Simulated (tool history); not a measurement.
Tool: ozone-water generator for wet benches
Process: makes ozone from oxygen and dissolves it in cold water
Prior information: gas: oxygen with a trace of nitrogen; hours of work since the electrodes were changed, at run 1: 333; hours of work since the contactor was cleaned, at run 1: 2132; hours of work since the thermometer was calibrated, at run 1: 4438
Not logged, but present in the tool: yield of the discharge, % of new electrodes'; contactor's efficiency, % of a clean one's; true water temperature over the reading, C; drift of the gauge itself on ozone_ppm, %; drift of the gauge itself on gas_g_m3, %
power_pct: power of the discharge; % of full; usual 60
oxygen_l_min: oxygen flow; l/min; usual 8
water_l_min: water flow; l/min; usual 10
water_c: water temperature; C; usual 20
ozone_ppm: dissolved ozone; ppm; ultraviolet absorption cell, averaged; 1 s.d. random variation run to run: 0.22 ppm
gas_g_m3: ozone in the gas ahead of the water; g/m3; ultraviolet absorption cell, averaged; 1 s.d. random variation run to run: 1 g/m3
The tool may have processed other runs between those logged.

run,hour,power_pct,oxygen_l_min,water_l_min,water_c,hours of work since the electrodes were changed,hours of work since the contactor was cleaned,hours of work since the thermometer was calibrated,ozone_ppm,gas_g_m3
1,0,60,8,10,20,333,2132,4438,32.3,183.3
2,53.3,60,8,13,20,367,2166,4472,27.3,184.5
3,104.1,60,8,10,20,400,2199,4505,31.7,183.9
4,129.2,60,8,10,20,416,2215,4521,32.3,184.3
5,161.6,60,8,10,20,437,2236,4541,32.2,186.9
6,203.2,60,8,10,20,464,2263,4568,32.1,185
7,258,60,8,10,20,499,2298,4603,31.7,186.7
8,296.5,60,7.85,10,20,523,2322,4628,32.3,187.8
9,322.6,60,7.85,10,20,540,2339,4645,31.8,187.8
10,372.1,43,6.04,10,12,572,2371,4676,29.1,159.7
11,398.8,64,7.91,6,25,589,2388,4693,38.3,198.8
12,445.4,65,8,10,20,619,2418,4723,34.7,201.2
13,495.5,65,8,10,20,651,2450,4755,34.3,201.8
14,522.9,94,7.11,9,21,668,2467,4773,52,303
15,568.7,94,7.11,9,21,698,2497,4802,51.4,304.6
16,604.2,67,4.83,16,13,720,2519,4825,29.9,273.2
17,641.6,86,8.5,16,13,744,2543,4849,36.3,255

Predict each of these 4 candidate next runs independently; none follows another, all start after run 17:
A,682.6,86,8.27,16,13,771,2570,4875,?,?
B,682.6,86,10.23,16,13,771,2570,4875,?,?
C,682.6,86,8.96,9,16,771,2570,4875,?,?
D,682.6,71,8,8,20,771,2570,4875,?,?

run,ozone_ppm,gas_g_m3
A,36.9,260.9
B,35.9,233.9
C,50.6,249.8
D,41.9,222.6
With the hidden condition removed and each run's random variation left untouched, the same runs would have given:
run,ozone_ppm,gas_g_m3
A,36.9,254.4
B,35.9,228.1
C,50.6,243.6
D,41.9,217
